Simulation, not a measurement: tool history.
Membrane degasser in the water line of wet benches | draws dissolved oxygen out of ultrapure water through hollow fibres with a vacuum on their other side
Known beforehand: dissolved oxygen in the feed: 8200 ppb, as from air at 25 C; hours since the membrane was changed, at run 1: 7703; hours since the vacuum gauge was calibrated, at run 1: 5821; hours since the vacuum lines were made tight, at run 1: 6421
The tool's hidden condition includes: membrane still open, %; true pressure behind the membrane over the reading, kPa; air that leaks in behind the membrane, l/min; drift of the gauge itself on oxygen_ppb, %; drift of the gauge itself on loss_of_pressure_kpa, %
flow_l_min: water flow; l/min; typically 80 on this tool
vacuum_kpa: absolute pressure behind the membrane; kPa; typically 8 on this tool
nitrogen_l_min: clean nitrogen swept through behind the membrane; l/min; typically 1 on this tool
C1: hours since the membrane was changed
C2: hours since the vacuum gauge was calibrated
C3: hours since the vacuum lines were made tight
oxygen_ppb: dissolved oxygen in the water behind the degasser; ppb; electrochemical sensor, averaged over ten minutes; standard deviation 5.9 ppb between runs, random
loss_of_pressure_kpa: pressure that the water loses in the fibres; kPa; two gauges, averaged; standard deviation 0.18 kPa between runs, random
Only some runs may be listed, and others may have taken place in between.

{"run": 1, "hour": 0.0, "flow_l_min": 80, "vacuum_kpa": 8, "nitrogen_l_min": 1, "C1": 7703, "C2": 5821, "C3": 6421, "oxygen_ppb": 666.7, "loss_of_pressure_kpa": 33.53}
{"run": 2, "hour": 214.7, "flow_l_min": 80, "vacuum_kpa": 8, "nitrogen_l_min": 1, "C1": 7917, "C2": 6035, "C3": 6636, "oxygen_ppb": 675.4, "loss_of_pressure_kpa": 33.55}
{"run": 3, "hour": 499.1, "flow_l_min": 80, "vacuum_kpa": 8, "nitrogen_l_min": 1, "C1": 8202, "C2": 6320, "C3": 6920, "oxygen_ppb": 687.6, "loss_of_pressure_kpa": 33.97}
{"run": 4, "hour": 652.8, "flow_l_min": 80, "vacuum_kpa": 6.11, "nitrogen_l_min": 1, "C1": 8356, "C2": 6474, "C3": 7074, "oxygen_ppb": 443.3, "loss_of_pressure_kpa": 33.83}
{"run": 5, "hour": 813.2, "flow_l_min": 51, "vacuum_kpa": 6.11, "nitrogen_l_min": 1, "C1": 8516, "C2": 6634, "C3": 7234, "oxygen_ppb": 319.7, "loss_of_pressure_kpa": 21.52}
{"run": 6, "hour": 1080.0, "flow_l_min": 80, "vacuum_kpa": 8, "nitrogen_l_min": 1, "C1": 8783, "C2": 6901, "C3": 7501, "oxygen_ppb": 679.1, "loss_of_pressure_kpa": 34.12}
{"run": 7, "hour": 1313.4, "flow_l_min": 80, "vacuum_kpa": 8, "nitrogen_l_min": 1, "C1": 9016, "C2": 7134, "C3": 7734, "oxygen_ppb": 687.5, "loss_of_pressure_kpa": 34.21}
{"run": 8, "hour": 1588.8, "flow_l_min": 80, "vacuum_kpa": 8, "nitrogen_l_min": 0.58, "C1": 9292, "C2": 7410, "C3": 8010, "oxygen_ppb": 932.1, "loss_of_pressure_kpa": 33.76}
{"run": 9, "hour": 1798.7, "flow_l_min": 80, "vacuum_kpa": 8, "nitrogen_l_min": 0.58, "C1": 9501, "C2": 7619, "C3": 8220, "oxygen_ppb": 929, "loss_of_pressure_kpa": 34.11}
{"hour": 1875.1, "done": "seals of the vacuum lines changed"}
{"run": 10, "hour": 2142.6, "flow_l_min": 80, "vacuum_kpa": 6.2, "nitrogen_l_min": 1, "C1": 9843, "C2": 7961, "C3": 268, "oxygen_ppb": 469.3, "loss_of_pressure_kpa": 34.12}
{"run": 11, "hour": 2329.4, "flow_l_min": 80, "vacuum_kpa": 5.79, "nitrogen_l_min": 1, "C1": 10030, "C2": 8148, "C3": 454, "oxygen_ppb": 420.5, "loss_of_pressure_kpa": 34.23}
{"run": 12, "hour": 2623.2, "flow_l_min": 80, "vacuum_kpa": 5.79, "nitrogen_l_min": 1, "C1": 10324, "C2": 8442, "C3": 748, "oxygen_ppb": 431.7, "loss_of_pressure_kpa": 34.41}
{"hour": 2684.7, "done": "vacuum gauge calibrated"}
{"run": 13, "hour": 2914.3, "flow_l_min": 80, "vacuum_kpa": 5.79, "nitrogen_l_min": 1, "C1": 10615, "C2": 230, "C3": 1039, "oxygen_ppb": 367.7, "loss_of_pressure_kpa": 34.48}
{"run": 14, "hour": 3135.4, "flow_l_min": 80, "vacuum_kpa": 19.37, "nitrogen_l_min": 1, "C1": 10836, "C2": 451, "C3": 1260, "oxygen_ppb": 1843.2, "loss_of_pressure_kpa": 34.44}
{"run": 15, "hour": 3318.9, "flow_l_min": 80, "vacuum_kpa": 19.37, "nitrogen_l_min": 1, "C1": 11019, "C2": 634, "C3": 1443, "oxygen_ppb": 1855.9, "loss_of_pressure_kpa": 34.18}
{"run": 16, "hour": 3610.9, "flow_l_min": 80, "vacuum_kpa": 19.37, "nitrogen_l_min": 1, "C1": 11311, "C2": 926, "C3": 1735, "oxygen_ppb": 1832.6, "loss_of_pressure_kpa": 34.68}
{"run": 17, "hour": 3920.2, "flow_l_min": 80, "vacuum_kpa": 19.37, "nitrogen_l_min": 1, "C1": 11620, "C2": 1236, "C3": 2045, "oxygen_ppb": 1847, "loss_of_pressure_kpa": 34.75}
{"run": 18, "hour": 4242.8, "flow_l_min": 80, "vacuum_kpa": 8.62, "nitrogen_l_min": 1, "C1": 11943, "C2": 1558, "C3": 2367, "oxygen_ppb": 716.2, "loss_of_pressure_kpa": 34.84}
{"run": 19, "hour": 4425.4, "flow_l_min": 80, "vacuum_kpa": 8.62, "nitrogen_l_min": 1, "C1": 12126, "C2": 1741, "C3": 2550, "oxygen_ppb": 729.7, "loss_of_pressure_kpa": 34.87}
{"run": 20, "hour": 4767.1, "flow_l_min": 80, "vacuum_kpa": 8.62, "nitrogen_l_min": 1, "C1": 12467, "C2": 2082, "C3": 2892, "oxygen_ppb": 718.6, "loss_of_pressure_kpa": 34.95}
{"run": 21, "hour": 5098.9, "flow_l_min": 75, "vacuum_kpa": 8, "nitrogen_l_min": 1, "C1": 12799, "C2": 2414, "C3": 3223, "oxygen_ppb": 617.7, "loss_of_pressure_kpa": 33.19}
{"run": 22, "hour": 5434.8, "flow_l_min": 96, "vacuum_kpa": 8, "nitrogen_l_min": 1.06, "C1": 13135, "C2": 2750, "C3": 3559, "oxygen_ppb": 746.8, "loss_of_pressure_kpa": 42.14}
{"run": 23, "hour": 5607.5, "flow_l_min": 96, "vacuum_kpa": 8, "nitrogen_l_min": 1.06, "C1": 13308, "C2": 2923, "C3": 3732, "oxygen_ppb": 750.1, "loss_of_pressure_kpa": 42.54}
{"run": 24, "hour": 5848.8, "flow_l_min": 96, "vacuum_kpa": 8, "nitrogen_l_min": 1.06, "C1": 13549, "C2": 3164, "C3": 3973, "oxygen_ppb": 751.3, "loss_of_pressure_kpa": 42.28}
{"run": 25, "hour": 6110.3, "flow_l_min": 96, "vacuum_kpa": 8, "nitrogen_l_min": 1.06, "C1": 13811, "C2": 3426, "C3": 4235, "oxygen_ppb": 746, "loss_of_pressure_kpa": 42.62}
{"run": 26, "hour": 6373.3, "flow_l_min": 80, "vacuum_kpa": 6.15, "nitrogen_l_min": 1, "C1": 14074, "C2": 3689, "C3": 4498, "oxygen_ppb": 444.8, "loss_of_pressure_kpa": 35.28}
{"run": 27, "hour": 6634.9, "flow_l_min": 123, "vacuum_kpa": 8, "nitrogen_l_min": 0.43, "C1": 14335, "C2": 3950, "C3": 4759, "oxygen_ppb": 1365, "loss_of_pressure_kpa": 54.49}
{"run": 28, "hour": 6799.6, "flow_l_min": 123, "vacuum_kpa": 8, "nitrogen_l_min": 0.43, "C1": 14500, "C2": 4115, "C3": 4924, "oxygen_ppb": 1338.6, "loss_of_pressure_kpa": 54.69}
{"run": 29, "hour": 7035.2, "flow_l_min": 48, "vacuum_kpa": 13.47, "nitrogen_l_min": 1.79, "C1": 14735, "C2": 4351, "C3": 5160, "oxygen_ppb": 581.5, "loss_of_pressure_kpa": 21.47}
{"run": 30, "hour": 7280.7, "flow_l_min": 80, "vacuum_kpa": 6.46, "nitrogen_l_min": 0.42, "C1": 14981, "C2": 4596, "C3": 5405, "oxygen_ppb": 760.6, "loss_of_pressure_kpa": 35.87}
{"run": 31, "hour": 7576.9, "flow_l_min": 86, "vacuum_kpa": 6.46, "nitrogen_l_min": 1.25, "C1": 15277, "C2": 4892, "C3": 5701, "oxygen_ppb": 461.9, "loss_of_pressure_kpa": 38.3}
{"run": 32, "hour": 7807.2, "flow_l_min": 67, "vacuum_kpa": 11.58, "nitrogen_l_min": 2.87, "C1": 15507, "C2": 5123, "C3": 5932, "oxygen_ppb": 438.5, "loss_of_pressure_kpa": 30.25}

For each entry between runs, how does the tool's hidden state at the last listed run before it compare with that at the first listed run after it?
From run 9 to run 10: seals of the vacuum lines changed (hour 1875.1)
  membrane still open, %: 92.9 -> 92.7; true pressure behind the membrane over the reading, kPa: 0.52 -> 0.55; air that leaks in behind the membrane, l/min: 0.0283 -> 0.0028
  measured result minus the result with no hidden state, oxygen_ppb: +80.6 -> +74.5 ppb; loss_of_pressure_kpa: +2.42 -> +2.5 kPa
From run 12 to run 13: vacuum gauge calibrated (hour 2684.7)
  membrane still open, %: 92.3 -> 92.1; true pressure behind the membrane over the reading, kPa: 0.58 -> 0.07; air that leaks in behind the membrane, l/min: 0.0044 -> 0.0053
  measured result minus the result with no hidden state, oxygen_ppb: +80.7 -> +17.5 ppb; loss_of_pressure_kpa: +2.63 -> +2.73 kPa
